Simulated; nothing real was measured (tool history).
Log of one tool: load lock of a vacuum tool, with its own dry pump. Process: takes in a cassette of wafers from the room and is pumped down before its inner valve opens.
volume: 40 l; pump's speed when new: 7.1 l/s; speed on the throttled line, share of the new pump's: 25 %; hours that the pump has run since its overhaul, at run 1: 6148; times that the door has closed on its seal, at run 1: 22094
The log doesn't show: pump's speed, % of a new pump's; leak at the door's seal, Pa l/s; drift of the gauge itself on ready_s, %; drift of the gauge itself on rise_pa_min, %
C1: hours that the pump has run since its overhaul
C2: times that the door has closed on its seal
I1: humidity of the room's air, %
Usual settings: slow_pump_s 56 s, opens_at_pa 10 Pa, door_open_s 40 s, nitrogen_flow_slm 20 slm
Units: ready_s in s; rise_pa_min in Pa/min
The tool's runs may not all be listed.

run 1 hour=0.0 | slow_pump_s=56 opens_at_pa=10 door_open_s=40 nitrogen_flow_slm=20 | C1=6148 C2=22094 | I1=43.3 | ready_s=100.4 rise_pa_min=0.132
run 2 hour=123.5 | slow_pump_s=56 opens_at_pa=10 door_open_s=40 nitrogen_flow_slm=20 | C1=6271 C2=22616 | I1=44.2 | ready_s=99.9 rise_pa_min=0.135
run 3 hour=227.3 | slow_pump_s=56 opens_at_pa=10 door_open_s=40 nitrogen_flow_slm=20 | C1=6375 C2=23055 | I1=44.3 | ready_s=100.6 rise_pa_min=0.137
run 4 hour=331.8 | slow_pump_s=56 opens_at_pa=10 door_open_s=40 nitrogen_flow_slm=20 | C1=6480 C2=23496 | I1=45.4 | ready_s=101.3 rise_pa_min=0.144
run 5 hour=429.7 | slow_pump_s=56 opens_at_pa=10 door_open_s=40 nitrogen_flow_slm=20 | C1=6578 C2=23910 | I1=46.2 | ready_s=100.4 rise_pa_min=0.146
run 6 hour=503.9 | slow_pump_s=56 opens_at_pa=10 door_open_s=39 nitrogen_flow_slm=20 | C1=6652 C2=24224 | I1=44.6 | ready_s=100.9 rise_pa_min=0.145
run 7 hour=626.5 | slow_pump_s=69 opens_at_pa=10 door_open_s=115 nitrogen_flow_slm=9 | C1=6774 C2=24742 | I1=43.6 | ready_s=111.6 rise_pa_min=0.179

Forecast run 8:
run 8 hour=751.8 | slow_pump_s=93 opens_at_pa=18 door_open_s=40 nitrogen_flow_slm=20 | C1=6900 C2=25271 | I1=45.9 | ready_s=? rise_pa_min=?

{"run 8": {"ready_s": 123.6, "rise_pa_min": 0.152}}
Without the tool's hidden state the same run would have given ready_s 119.2 s, rise_pa_min 0.041 Pa/min.
